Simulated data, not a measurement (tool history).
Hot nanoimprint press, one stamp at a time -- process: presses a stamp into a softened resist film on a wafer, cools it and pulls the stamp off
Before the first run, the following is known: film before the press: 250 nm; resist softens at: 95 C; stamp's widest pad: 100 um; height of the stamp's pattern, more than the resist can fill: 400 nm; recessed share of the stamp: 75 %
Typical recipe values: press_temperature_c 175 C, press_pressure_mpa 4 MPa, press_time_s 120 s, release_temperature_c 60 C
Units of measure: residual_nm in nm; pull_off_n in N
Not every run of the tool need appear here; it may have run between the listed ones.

run,hour,press_temperature_c,press_pressure_mpa,press_time_s,release_temperature_c,residual_nm,pull_off_n
1,0,175,4,120,60,94.7,209
2,7.5,175,4,120,60,94.8,214
3,16.7,175,4,120,60,95,216
# hour 23.3: plate thermocouple calibrated
4,28.9,175,4,120,60,95.5,221
5,33.5,175,4,120,62,95.4,208
# hour 41.2: plate thermocouple calibrated, once more
6,43.9,175,4,120,62,92.9,207
7,47.7,175,4,120,60,92.9,219
8,51.5,175,4,120,60,93.4,218
9,57.8,175,4,120,60,92.5,217
10,66.8,175,4,120,54,93,247
11,72.4,175,3.38,120,55,101.6,238
12,77.3,183,3.06,174,68,77.3,182
13,82.5,172,2.55,202,56,104.7,241

Forecast run 14:
14,88.7,186,5.97,202,64,?,?

Run 14 yielded residual_nm 46.4 nm, pull_off_n 205 N.
Minus the tool's unlogged condition, the same run would have read residual_nm 46.4 nm, pull_off_n 195 N.

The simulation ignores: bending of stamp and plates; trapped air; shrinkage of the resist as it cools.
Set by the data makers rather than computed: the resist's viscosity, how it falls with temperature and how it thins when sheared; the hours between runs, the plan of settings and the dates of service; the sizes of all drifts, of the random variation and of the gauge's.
